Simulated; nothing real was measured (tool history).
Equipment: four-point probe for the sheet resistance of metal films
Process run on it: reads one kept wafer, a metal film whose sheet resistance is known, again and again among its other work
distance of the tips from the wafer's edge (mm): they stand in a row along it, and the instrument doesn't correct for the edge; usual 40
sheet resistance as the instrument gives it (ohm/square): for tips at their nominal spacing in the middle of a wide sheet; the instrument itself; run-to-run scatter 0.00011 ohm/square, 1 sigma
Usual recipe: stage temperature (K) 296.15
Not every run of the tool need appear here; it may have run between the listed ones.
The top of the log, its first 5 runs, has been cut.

run	day	stage temperature (K)	distance of the tips from the wafer's edge (mm)	sheet resistance as the instrument gives it (ohm/square)
6	20.667	296.15	10	0.562413
7	24.912	296.15	10	0.562612
8	30.004	296.15	10	0.562912
9	32.988	306.15	40	0.559414
10	36.142	296.15	23	0.560453
11	39.467	296.15	40	0.560375
12	43.142	307.15	40	0.559652
13	45.325	307.15	40	0.559442
14	50.225	307.15	40	0.559780
15	55.246	296.15	4	0.578896
16	59.433	298.15	39	0.560590
17	63.504	298.15	12	0.562380
18	68.612	291.15	3	0.592668
# day 68.983: stage's thermometer calibrated
19	72.900	295.15	60	0.561739
20	76.750	291.15	7	0.568365
21	79.883	298.15	7	0.568038
22	82.104	305.15	4	0.579546
23	84.450	300.15	4	0.580085
# day 86.504: stage's thermometer calibrated, once more
24	87.288	296.15	19	0.560378
# day 87.992: new probe head fitted
25	92.200	294.15	22	0.558705
26	95.788	294.15	22	0.558584
27	100.879	294.15	40	0.558366
28	103.729	294.15	7	0.564505
29	106.912	294.15	7	0.564459
30	109.246	298.15	19	0.559009

Here are 3 independent what-if runs from the current tool condition. What would each one return?
A	113.725	299.15	44	?
B	113.725	296.15	44	?
C	113.725	294.15	70	?

run	sheet resistance as the instrument gives it (ohm/square)
A	0.558528
B	0.558407
C	0.558564
Had the tool no hidden state, the same runs would have come out as:
run	sheet resistance as the instrument gives it (ohm/square)
A	0.555622
B	0.555500
C	0.555654

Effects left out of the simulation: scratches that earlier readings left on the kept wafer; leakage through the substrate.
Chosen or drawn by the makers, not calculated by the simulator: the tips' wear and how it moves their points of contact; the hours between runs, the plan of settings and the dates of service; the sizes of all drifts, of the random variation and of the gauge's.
